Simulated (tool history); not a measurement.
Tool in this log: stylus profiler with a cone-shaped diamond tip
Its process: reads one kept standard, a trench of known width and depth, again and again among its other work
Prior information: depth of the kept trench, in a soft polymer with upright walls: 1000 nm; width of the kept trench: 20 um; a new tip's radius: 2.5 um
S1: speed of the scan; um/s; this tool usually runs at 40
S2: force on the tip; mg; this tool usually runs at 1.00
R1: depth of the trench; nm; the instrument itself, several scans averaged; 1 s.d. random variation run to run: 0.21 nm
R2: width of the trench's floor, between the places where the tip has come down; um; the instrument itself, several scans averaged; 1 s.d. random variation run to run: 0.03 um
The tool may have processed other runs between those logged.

run	hour	S1	S2	R1	R2
1	0.0	40	1.00	1005.21	15.42
2	25.2	40	1.00	1004.61	15.39
3	44.2	40	1.00	1005.08	15.40
4	77.8	40	1.00	1005.07	15.39
5	94.5	40	1.00	1004.93	15.38
6	113.2	40	0.87	1004.43	15.35
7	146.3	111	1.00	1004.96	14.99
8	180.4	111	1.00	1004.94	14.94
9	208.6	31	1.00	1004.95	15.36
10	243.6	40	0.93	1003.89	15.25
11	274.6	40	0.93	1004.67	15.34
12	293.2	40	0.93	1004.48	15.31
13	313.7	40	0.93	1004.10	15.30
14	330.6	40	0.42	1002.02	15.14
15	348.0	40	1.58	1007.13	15.33
16	377.3	40	1.58	1006.98	15.30
17	410.1	40	1.58	1006.65	15.33
18	433.0	40	1.58	1006.76	15.31
19	452.5	154	0.34	1001.08	13.97
20	477.8	68	0.61	1002.96	14.97
21	513.9	155	0.44	1001.61	14.20
22	549.4	26	0.61	1002.67	15.28
23	584.3	26	0.38	1001.18	15.21
24	620.4	26	0.38	1001.17	15.23

Run 25 has not been measured yet. What should we expect?
25	643.1	35	0.50	?	?

{"run 25": {"R1": 1001.82, "R2": 15.13}}
The same run, on a tool lacking any hidden state, would have yielded R1 1004.19 nm, R2 15.72 um.

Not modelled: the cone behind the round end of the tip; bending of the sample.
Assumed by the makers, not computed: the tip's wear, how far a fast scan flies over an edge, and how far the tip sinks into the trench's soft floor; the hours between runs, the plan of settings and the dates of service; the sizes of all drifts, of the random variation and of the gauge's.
